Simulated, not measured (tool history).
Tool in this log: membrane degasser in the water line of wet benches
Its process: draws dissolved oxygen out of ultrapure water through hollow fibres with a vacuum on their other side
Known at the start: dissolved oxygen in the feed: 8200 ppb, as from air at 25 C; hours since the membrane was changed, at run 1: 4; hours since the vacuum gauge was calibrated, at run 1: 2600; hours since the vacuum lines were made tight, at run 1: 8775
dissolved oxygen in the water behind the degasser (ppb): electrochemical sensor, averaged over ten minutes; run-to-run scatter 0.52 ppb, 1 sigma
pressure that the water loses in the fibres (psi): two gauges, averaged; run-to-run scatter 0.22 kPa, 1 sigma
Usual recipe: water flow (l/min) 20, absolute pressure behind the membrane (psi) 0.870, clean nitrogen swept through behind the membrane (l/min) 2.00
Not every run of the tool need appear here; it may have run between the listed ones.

run,hour,water flow (l/min),absolute pressure behind the membrane (psi),clean nitrogen swept through behind the membrane (l/min),hours since the membrane was changed,hours since the vacuum gauge was calibrated,hours since the vacuum lines were made tight,dissolved oxygen in the water behind the degasser (ppb),pressure that the water loses in the fibres (psi)
1,0.0,20,0.870,2.00,4,2600,8775,71.1,7.818
2,144.6,20,0.870,2.00,149,2745,8919,70.4,7.799
3,324.5,20,0.715,2.00,328,2925,9099,45.2,7.887
4,485.3,20,0.715,2.00,489,3086,9260,45.2,7.865
5,636.6,20,0.715,2.00,641,3237,9411,45.2,7.818
6,761.2,22,0.870,2.00,765,3362,9536,79.8,8.518
7,892.7,20,0.870,2.00,897,3493,9667,70.4,7.828
8,1012.3,20,0.870,2.00,1016,3613,9787,70.3,7.836
9,1125.5,20,0.870,2.00,1129,3726,9900,69.5,7.842
10,1220.7,17,0.690,2.00,1225,3821,9995,34.1,6.651
11,1367.1,20,1.275,5.94,1371,3968,10142,50.6,7.854
12,1461.8,20,1.275,5.94,1466,4062,10236,51.3,7.815
13,1654.5,20,1.043,4.49,1658,4255,10429,48.0,7.810
14,1812.4,20,1.043,4.49,1816,4413,10587,48.4,7.783
15,1992.5,31,0.737,1.11,1996,4593,10767,141.5,12.050
16,2107.5,31,0.737,1.11,2111,4708,10882,140.5,12.151

3 options for the next run, each taken on its own from the tool as it stands now. Forecast them:
A,2193.0,12,1.768,1.31,2197,4793,10968,?,?
B,2193.0,25,1.613,5.43,2197,4793,10968,?,?
C,2193.0,18,1.294,2.00,2197,4793,10968,?,?

run,dissolved oxygen in the water behind the degasser (ppb),pressure that the water loses in the fibres (psi)
A,192.1,4.737
B,101.7,9.767
C,124.0,7.069
Take away the tool's hidden state, keep each run's random variation, and the runs would have read:
run,dissolved oxygen in the water behind the degasser (ppb),pressure that the water loses in the fibres (psi)
A,191.9,4.735
B,101.6,9.764
C,123.9,7.068
